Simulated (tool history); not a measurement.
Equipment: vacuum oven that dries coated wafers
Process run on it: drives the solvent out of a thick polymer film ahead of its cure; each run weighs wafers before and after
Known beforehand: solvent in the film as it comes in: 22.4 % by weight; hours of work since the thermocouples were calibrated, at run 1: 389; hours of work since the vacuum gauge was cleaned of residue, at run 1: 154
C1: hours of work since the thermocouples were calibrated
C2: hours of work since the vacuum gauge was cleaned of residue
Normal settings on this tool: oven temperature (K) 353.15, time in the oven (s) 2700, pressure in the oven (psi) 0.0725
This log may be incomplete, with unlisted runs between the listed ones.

run 1 hour=0.0 | oven_temperature_(K)=353.15 time_in_the_oven_(s)=2700 pressure_in_the_oven_(psi)=0.0725 | C1=389 C2=154 | solvent_left_in_the_film_(%)=1.91
run 2 hour=11.3 | oven_temperature_(K)=353.15 time_in_the_oven_(s)=2700 pressure_in_the_oven_(psi)=0.0725 | C1=397 C2=162 | solvent_left_in_the_film_(%)=1.92
run 3 hour=22.6 | oven_temperature_(K)=353.15 time_in_the_oven_(s)=2700 pressure_in_the_oven_(psi)=0.0725 | C1=405 C2=170 | solvent_left_in_the_film_(%)=1.88
run 4 hour=36.8 | oven_temperature_(K)=353.15 time_in_the_oven_(s)=2700 pressure_in_the_oven_(psi)=0.0725 | C1=415 C2=180 | solvent_left_in_the_film_(%)=1.87
run 5 hour=48.8 | oven_temperature_(K)=353.15 time_in_the_oven_(s)=2700 pressure_in_the_oven_(psi)=0.1783 | C1=424 C2=189 | solvent_left_in_the_film_(%)=2.41
run 6 hour=59.5 | oven_temperature_(K)=353.15 time_in_the_oven_(s)=2700 pressure_in_the_oven_(psi)=0.1783 | C1=432 C2=197 | solvent_left_in_the_film_(%)=2.35
run 7 hour=75.9 | oven_temperature_(K)=353.15 time_in_the_oven_(s)=2700 pressure_in_the_oven_(psi)=0.1783 | C1=443 C2=208 | solvent_left_in_the_film_(%)=2.41
run 8 hour=86.4 | oven_temperature_(K)=353.15 time_in_the_oven_(s)=2700 pressure_in_the_oven_(psi)=0.1783 | C1=451 C2=216 | solvent_left_in_the_film_(%)=2.41
run 9 hour=97.2 | oven_temperature_(K)=353.15 time_in_the_oven_(s)=2700 pressure_in_the_oven_(psi)=0.1783 | C1=459 C2=224 | solvent_left_in_the_film_(%)=2.42
run 10 hour=108.5 | oven_temperature_(K)=353.15 time_in_the_oven_(s)=2700 pressure_in_the_oven_(psi)=0.0725 | C1=467 C2=232 | solvent_left_in_the_film_(%)=1.94
run 11 hour=118.5 | oven_temperature_(K)=353.15 time_in_the_oven_(s)=1920 pressure_in_the_oven_(psi)=0.0725 | C1=474 C2=239 | solvent_left_in_the_film_(%)=3.53
run 12 hour=130.4 | oven_temperature_(K)=353.15 time_in_the_oven_(s)=4140 pressure_in_the_oven_(psi)=0.0499 | C1=482 C2=247 | solvent_left_in_the_film_(%)=0.73
run 13 hour=142.0 | oven_temperature_(K)=366.15 time_in_the_oven_(s)=2820 pressure_in_the_oven_(psi)=0.2196 | C1=491 C2=256 | solvent_left_in_the_film_(%)=0.70
run 14 hour=150.1 | oven_temperature_(K)=364.15 time_in_the_oven_(s)=1800 pressure_in_the_oven_(psi)=0.1613 | C1=496 C2=261 | solvent_left_in_the_film_(%)=1.18
run 15 hour=160.0 | oven_temperature_(K)=342.15 time_in_the_oven_(s)=2700 pressure_in_the_oven_(psi)=0.1155 | C1=504 C2=269 | solvent_left_in_the_film_(%)=6.44
run 16 hour=175.6 | oven_temperature_(K)=354.15 time_in_the_oven_(s)=2460 pressure_in_the_oven_(psi)=0.2094 | C1=515 C2=280 | solvent_left_in_the_film_(%)=2.62
run 17 hour=188.6 | oven_temperature_(K)=340.15 time_in_the_oven_(s)=1500 pressure_in_the_oven_(psi)=0.2167 | C1=524 C2=289 | solvent_left_in_the_film_(%)=11.35
run 18 hour=201.8 | oven_temperature_(K)=353.15 time_in_the_oven_(s)=2040 pressure_in_the_oven_(psi)=0.1189 | C1=533 C2=298 | solvent_left_in_the_film_(%)=3.43
run 19 hour=212.8 | oven_temperature_(K)=353.15 time_in_the_oven_(s)=2040 pressure_in_the_oven_(psi)=0.1189 | C1=541 C2=306 | solvent_left_in_the_film_(%)=3.37
run 20 hour=223.1 | oven_temperature_(K)=353.15 time_in_the_oven_(s)=4080 pressure_in_the_oven_(psi)=0.1189 | C1=549 C2=314 | solvent_left_in_the_film_(%)=1.10
run 21 hour=231.0 | oven_temperature_(K)=366.15 time_in_the_oven_(s)=1860 pressure_in_the_oven_(psi)=0.0383 | C1=554 C2=319 | solvent_left_in_the_film_(%)=0.47

Predict each of these 5 candidate next runs independently; none follows another, all start after run 21:
run A hour=247.9 | oven_temperature_(K)=349.15 time_in_the_oven_(s)=1740 pressure_in_the_oven_(psi)=0.0806 | C1=566 C2=331 | solvent_left_in_the_film_(%)=?
run B hour=247.9 | oven_temperature_(K)=355.15 time_in_the_oven_(s)=1980 pressure_in_the_oven_(psi)=0.0725 | C1=566 C2=331 | solvent_left_in_the_film_(%)=?
run C hour=247.9 | oven_temperature_(K)=350.15 time_in_the_oven_(s)=1800 pressure_in_the_oven_(psi)=0.0403 | C1=566 C2=331 | solvent_left_in_the_film_(%)=?
run D hour=247.9 | oven_temperature_(K)=367.15 time_in_the_oven_(s)=2700 pressure_in_the_oven_(psi)=0.0660 | C1=566 C2=331 | solvent_left_in_the_film_(%)=?
run E hour=247.9 | oven_temperature_(K)=343.15 time_in_the_oven_(s)=2220 pressure_in_the_oven_(psi)=0.2123 | C1=566 C2=331 | solvent_left_in_the_film_(%)=?

run=A solvent_left_in_the_film_(%)=5.76
run=B solvent_left_in_the_film_(%)=2.70
run=C solvent_left_in_the_film_(%)=4.96
run=D solvent_left_in_the_film_(%)=0.28
run=E solvent_left_in_the_film_(%)=7.74
What these runs would have given with no unlogged condition in the tool:
run=A solvent_left_in_the_film_(%)=5.54
run=B solvent_left_in_the_film_(%)=2.53
run=C solvent_left_in_the_film_(%)=4.74
run=D solvent_left_in_the_film_(%)=0.21
run=E solvent_left_in_the_film_(%)=7.49
